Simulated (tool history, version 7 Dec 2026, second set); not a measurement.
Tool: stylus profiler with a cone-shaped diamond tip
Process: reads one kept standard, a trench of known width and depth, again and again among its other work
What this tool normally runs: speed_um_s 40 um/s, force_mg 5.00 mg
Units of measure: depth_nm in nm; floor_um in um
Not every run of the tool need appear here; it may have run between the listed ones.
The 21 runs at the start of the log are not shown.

| run | hour | speed_um_s | force_mg | depth_nm | floor_um |
|---|---|---|---|---|---|
| 22 | 1937.2 | 37 | 11.55 | 513.51 | 17.25 |
| 23 | 2001.1 | 11 | 2.02 | 504.02 | 17.28 |
| 24 | 2060.7 | 11 | 2.02 | 503.95 | 17.30 |
| 25 | 2157.9 | 11 | 2.02 | 503.97 | 17.20 |
| 26 | 2283.9 | 62 | 3.89 | 506.29 | 17.02 |
| 27 | 2336.0 | 62 | 3.89 | 506.20 | 17.02 |
| 28 | 2459.6 | 23 | 3.86 | 505.85 | 17.12 |
| 29 | 2511.9 | 54 | 7.14 | 509.09 | 17.01 |
| 30 | 2585.5 | 13 | 5.27 | 507.63 | 17.13 |
| 31 | 2664.3 | 55 | 1.98 | 503.54 | 16.83 |

Consider 3 possible next runs. They are alternatives, not a sequence: every one starts from the tool as it was left by run 31. What does each give?
| A | 2792.8 | 14 | 4.69 | ? | ? |
| B | 2792.8 | 55 | 6.73 | ? | ? |
| C | 2792.8 | 159 | 3.87 | ? | ? |

| run | depth_nm | floor_um |
|---|---|---|
| A | 506.40 | 17.04 |
| B | 508.90 | 16.90 |
| C | 505.88 | 16.35 |
Without the tool's hidden state the same runs would have given:
| run | depth_nm | floor_um |
|---|---|---|
| A | 507.19 | 17.25 |
| B | 509.70 | 17.11 |
| C | 506.68 | 16.56 |
